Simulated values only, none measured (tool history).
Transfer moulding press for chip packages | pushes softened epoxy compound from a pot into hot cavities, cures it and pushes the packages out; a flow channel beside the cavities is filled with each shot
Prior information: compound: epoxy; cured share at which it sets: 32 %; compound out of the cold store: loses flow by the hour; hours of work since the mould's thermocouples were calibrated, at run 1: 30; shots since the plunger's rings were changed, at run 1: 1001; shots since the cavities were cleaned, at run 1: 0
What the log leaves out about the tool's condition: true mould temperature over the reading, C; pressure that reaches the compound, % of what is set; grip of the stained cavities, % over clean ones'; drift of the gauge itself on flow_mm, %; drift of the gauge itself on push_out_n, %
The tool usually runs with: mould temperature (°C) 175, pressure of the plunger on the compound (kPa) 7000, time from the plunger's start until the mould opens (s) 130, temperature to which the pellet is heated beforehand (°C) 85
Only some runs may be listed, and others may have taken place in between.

run,hour,mould temperature (°C),pressure of the plunger on the compound (kPa),time from the plunger's start until the mould opens (s),temperature to which the pellet is heated beforehand (°C),hours of work since the mould's thermocouples were calibrated,shots since the plunger's rings were changed,shots since the cavities were cleaned,incoming compound's hours out of the cold store,length that the compound runs in the flow channel (mm),greatest force on the pins that push the packages out (N)
1,0,175,7000,130,85,30,1001,0,24.2,922,487
2,33.7,175,7000,130,85,54,1323,322,10.1,976,464
3,72.9,175,8460,130,85,81,1699,698,35.4,970,476
# hour 87.1: cavities cleaned with cleaning compound and waxed
4,122,175,7950,130,85,114,2154,334,17.2,1020,478
# hour 174.5: cavities cleaned with cleaning compound and waxed
5,174.5,175,7950,130,85,150,2641,0,41.2,922,463
6,227.4,175,7000,130,85,187,3147,506,29.4,900,488
# hour 259.4: cavities cleaned with cleaning compound and waxed
# hour 273.2: plunger's sealing rings changed
7,280.7,175,7000,154,85,221,72,179,27.5,911,452
8,332.1,175,7000,154,85,257,565,672,41.5,866,457
# hour 346: cavities cleaned with cleaning compound and waxed
9,382,179,7000,154,85,291,1028,345,24.1,913,450
10,416.6,179,7000,154,85,315,1358,675,40.1,856,448
# hour 430.2: cavities cleaned with cleaning compound and waxed
11,476.1,175,6060,130,85,356,1913,439,23,855,485
# hour 517: cavities cleaned with cleaning compound and waxed
12,518.7,175,6060,130,85,385,2306,16,36.6,814,481
13,572.2,175,6060,130,85,422,2818,528,29.1,847,491
14,596.5,175,7000,133,85,439,3051,761,12.5,970,484
# hour 603.5: cavities cleaned with cleaning compound and waxed
# hour 653.6: plunger's sealing rings changed
15,655.6,181,6310,130,78,478,19,474,29.1,840,449
# hour 690.6: cavities cleaned with cleaning compound and waxed
16,711.2,181,6310,130,78,515,537,198,12.1,901,455
17,764.5,170,8090,113,78,553,1047,708,11.5,1057,767
# hour 774.3: cavities cleaned with cleaning compound and waxed
18,822.4,175,8050,130,85,592,1586,460,40.9,921,467
19,851.1,173,5360,132,85,612,1861,735,13,851,504
# hour 861.9: cavities cleaned with cleaning compound and waxed
20,896.5,173,7000,130,92,643,2281,331,12.2,974,518
21,940.1,175,8640,130,85,673,2698,748,39.1,957,476
# hour 945.9: cavities cleaned with cleaning compound and waxed
# hour 957: mould's thermocouples calibrated
22,989.4,175,8640,130,85,23,3136,397,12.7,1076,500
23,1027.3,181,7000,130,85,49,3498,759,31.5,883,457
# hour 1032.1: cavities cleaned with cleaning compound and waxed
# hour 1037.2: plunger's sealing rings changed
24,1055.3,175,6120,121,85,66,174,198,41.6,806,507
25,1109.6,170,7000,112,85,104,693,717,37.1,884,703

Consider 5 possible next runs. They are alternatives, not a sequence: every one starts from the tool as it was left by run 25. What does each give?
# hour 1123.3: cavities cleaned with cleaning compound and waxed
A,1157.1,178,7000,112,85,136,1133,323,28.3,?,?
# hour 1123.3: cavities cleaned with cleaning compound and waxed
B,1157.1,175,7490,154,85,136,1133,323,31.8,?,?
# hour 1123.3: cavities cleaned with cleaning compound and waxed
C,1157.1,175,7000,130,85,136,1133,323,9.6,?,?
# hour 1123.3: cavities cleaned with cleaning compound and waxed
D,1157.1,167,7000,130,85,136,1133,323,27.7,?,?
# hour 1123.3: cavities cleaned with cleaning compound and waxed
E,1157.1,175,7000,120,82,136,1133,323,30,?,?

run,length that the compound runs in the flow channel (mm),greatest force on the pins that push the packages out (N)
A,903,488
B,921,446
C,976,502
D,924,656
E,902,503
Had the tool no hidden state, the same runs would have come out as:
run,length that the compound runs in the flow channel (mm),greatest force on the pins that push the packages out (N)
A,903,485
B,921,443
C,977,499
D,925,652
E,903,500
